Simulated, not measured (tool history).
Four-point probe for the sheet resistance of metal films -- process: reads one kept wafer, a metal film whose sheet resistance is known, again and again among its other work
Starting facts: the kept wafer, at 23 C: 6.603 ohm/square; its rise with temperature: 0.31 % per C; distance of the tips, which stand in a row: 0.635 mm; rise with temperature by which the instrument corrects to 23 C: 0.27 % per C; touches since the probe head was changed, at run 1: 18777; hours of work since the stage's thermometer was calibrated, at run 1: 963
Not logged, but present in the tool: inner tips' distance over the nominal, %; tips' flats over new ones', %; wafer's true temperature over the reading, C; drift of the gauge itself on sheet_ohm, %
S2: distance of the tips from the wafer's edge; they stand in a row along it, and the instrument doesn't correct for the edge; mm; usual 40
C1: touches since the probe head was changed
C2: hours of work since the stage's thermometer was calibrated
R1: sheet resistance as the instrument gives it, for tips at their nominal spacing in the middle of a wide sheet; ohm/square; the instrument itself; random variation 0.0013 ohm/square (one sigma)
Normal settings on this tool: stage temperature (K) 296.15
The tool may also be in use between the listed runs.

{"run": 1, "hour": 0.0, "stage temperature (K)": 296.15, "S2": 40, "C1": 18777, "C2": 963, "R1": 6.583379}
{"run": 2, "hour": 24.4, "stage temperature (K)": 296.15, "S2": 40, "C1": 19409, "C2": 982, "R1": 6.582339}
{"run": 3, "hour": 42.3, "stage temperature (K)": 296.15, "S2": 40, "C1": 19875, "C2": 996, "R1": 6.581342}
{"run": 4, "hour": 64.7, "stage temperature (K)": 296.15, "S2": 40, "C1": 20459, "C2": 1014, "R1": 6.583637}
{"run": 5, "hour": 82.5, "stage temperature (K)": 296.15, "S2": 40, "C1": 20922, "C2": 1028, "R1": 6.58286}
{"run": 6, "hour": 93.8, "stage temperature (K)": 296.15, "S2": 4, "C1": 21213, "C2": 1037, "R1": 6.669103}
{"run": 7, "hour": 109.6, "stage temperature (K)": 296.15, "S2": 4, "C1": 21625, "C2": 1049, "R1": 6.66927}
{"run": 8, "hour": 131.8, "stage temperature (K)": 296.15, "S2": 4, "C1": 22203, "C2": 1067, "R1": 6.672534}
{"run": 9, "hour": 148.8, "stage temperature (K)": 292.15, "S2": 4, "C1": 22644, "C2": 1080, "R1": 6.660266}
{"run": 10, "hour": 170.3, "stage temperature (K)": 291.15, "S2": 61, "C1": 23202, "C2": 1097, "R1": 6.569535}
{"run": 11, "hour": 184.3, "stage temperature (K)": 299.15, "S2": 17, "C1": 23568, "C2": 1108, "R1": 6.591755}
{"run": 12, "hour": 198.8, "stage temperature (K)": 296.15, "S2": 9, "C1": 23944, "C2": 1120, "R1": 6.599951}

Here are 5 independent what-if runs from the current tool condition. What would each one return?
{"run": "A", "hour": 218.3, "stage temperature (K)": 300.15, "S2": 22, "C1": 24450, "C2": 1135, "R1": "?"}
{"run": "B", "hour": 218.3, "stage temperature (K)": 297.15, "S2": 50, "C1": 24450, "C2": 1135, "R1": "?"}
{"run": "C", "hour": 218.3, "stage temperature (K)": 301.15, "S2": 19, "C1": 24450, "C2": 1135, "R1": "?"}
{"run": "D", "hour": 218.3, "stage temperature (K)": 296.15, "S2": 22, "C1": 24450, "C2": 1135, "R1": "?"}
{"run": "E", "hour": 218.3, "stage temperature (K)": 299.15, "S2": 3, "C1": 24450, "C2": 1135, "R1": "?"}

run=A R1=6.595405
run=B R1=6.586448
run=C R1=6.599470
run=D R1=6.583304
run=E R1=6.743968
With no hidden state in the tool, these same runs would have given:
run=A R1=6.616562
run=B R1=6.607575
run=C R1=6.620640
run=D R1=6.604419
run=E R1=6.765561
